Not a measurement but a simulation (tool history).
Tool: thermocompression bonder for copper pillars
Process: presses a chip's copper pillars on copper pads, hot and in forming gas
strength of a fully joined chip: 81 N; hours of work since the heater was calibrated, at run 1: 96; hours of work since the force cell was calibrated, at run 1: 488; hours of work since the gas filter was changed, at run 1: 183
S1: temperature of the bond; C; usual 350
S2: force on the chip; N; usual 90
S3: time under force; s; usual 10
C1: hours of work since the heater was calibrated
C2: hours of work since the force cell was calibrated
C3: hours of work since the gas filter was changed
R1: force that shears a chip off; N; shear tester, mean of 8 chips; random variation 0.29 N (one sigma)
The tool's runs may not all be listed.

| run | hour | S1 | S2 | S3 | C1 | C2 | C3 | R1 |
|---|---|---|---|---|---|---|---|---|
| 1 | 0.0 | 350 | 90 | 10 | 96 | 488 | 183 | 52.9 |
| 2 | 7.6 | 350 | 90 | 10 | 101 | 493 | 188 | 52.5 |
| 3 | 19.0 | 350 | 90 | 10 | 109 | 500 | 196 | 53.1 |
| 4 | 28.4 | 350 | 90 | 10 | 115 | 507 | 202 | 53.1 |
| 5 | 38.1 | 350 | 90 | 26 | 121 | 513 | 208 | 65.0 |
| 6 | 50.0 | 350 | 90 | 19 | 129 | 521 | 216 | 61.1 |
| 7 | 59.6 | 350 | 90 | 19 | 136 | 528 | 223 | 61.0 |
| 8 | 71.8 | 350 | 90 | 7 | 144 | 536 | 231 | 47.7 |
| 9 | 80.0 | 350 | 90 | 7 | 149 | 541 | 236 | 48.1 |
| 10 | 91.2 | 350 | 90 | 7 | 157 | 549 | 244 | 47.5 |
| 11 | 101.9 | 350 | 90 | 7 | 164 | 556 | 251 | 46.9 |
| 12 | 108.5 | 350 | 90 | 7 | 168 | 560 | 255 | 46.7 |
| 13 | 120.6 | 376 | 90 | 10 | 176 | 568 | 263 | 62.3 |
| 14 | 125.9 | 350 | 90 | 15 | 180 | 572 | 267 | 58.0 |
| 15 | 133.5 | 350 | 90 | 15 | 185 | 577 | 272 | 57.2 |
| 16 | 140.2 | 350 | 90 | 15 | 189 | 581 | 276 | 57.6 |
| 17 | 147.9 | 350 | 90 | 15 | 194 | 586 | 282 | 57.2 |
| 18 | 159.4 | 350 | 90 | 15 | 202 | 594 | 289 | 57.5 |
| 19 | 164.9 | 355 | 90 | 10 | 206 | 598 | 293 | 53.9 |
| 20 | 176.9 | 355 | 90 | 6 | 214 | 606 | 301 | 47.1 |
| 21 | 183.6 | 371 | 94 | 7 | 218 | 610 | 305 | 56.6 |
| 22 | 194.2 | 371 | 61 | 7 | 225 | 617 | 312 | 41.3 |
| 23 | 205.9 | 337 | 65 | 15 | 233 | 625 | 320 | 40.5 |
| 24 | 214.4 | 337 | 65 | 15 | 239 | 631 | 326 | 39.6 |
| 25 | 221.2 | 337 | 65 | 15 | 243 | 635 | 330 | 40.0 |
| 26 | 228.6 | 351 | 95 | 7 | 248 | 640 | 335 | 49.6 |
|  | 230.9 | force cell calibrated |
| 27 | 241.3 | 339 | 68 | 6 | 256 | 7 | 343 | 31.2 |
| 28 | 246.4 | 345 | 73 | 13 | 259 | 10 | 346 | 46.0 |
| 29 | 254.8 | 323 | 90 | 8 | 265 | 16 | 352 | 37.8 |
| 30 | 262.0 | 350 | 110 | 6 | 269 | 21 | 357 | 52.1 |
| 31 | 270.2 | 350 | 110 | 6 | 275 | 26 | 362 | 51.9 |
|  | 276.5 | force cell calibrated, once more |
| 32 | 279.6 | 367 | 96 | 21 | 280 | 2 | 367 | 65.8 |
|  | 287.3 | forming gas filter changed |
| 33 | 289.8 | 334 | 122 | 6 | 287 | 9 | 2 | 51.5 |

The next listed run, before its measurement:
| 34 | 298.8 | 362 | 90 | 10 | 293 | 15 | 8 | ? |

R1: 60.1 N
Without the tool's hidden state the same run would have given R1 59.4 N.
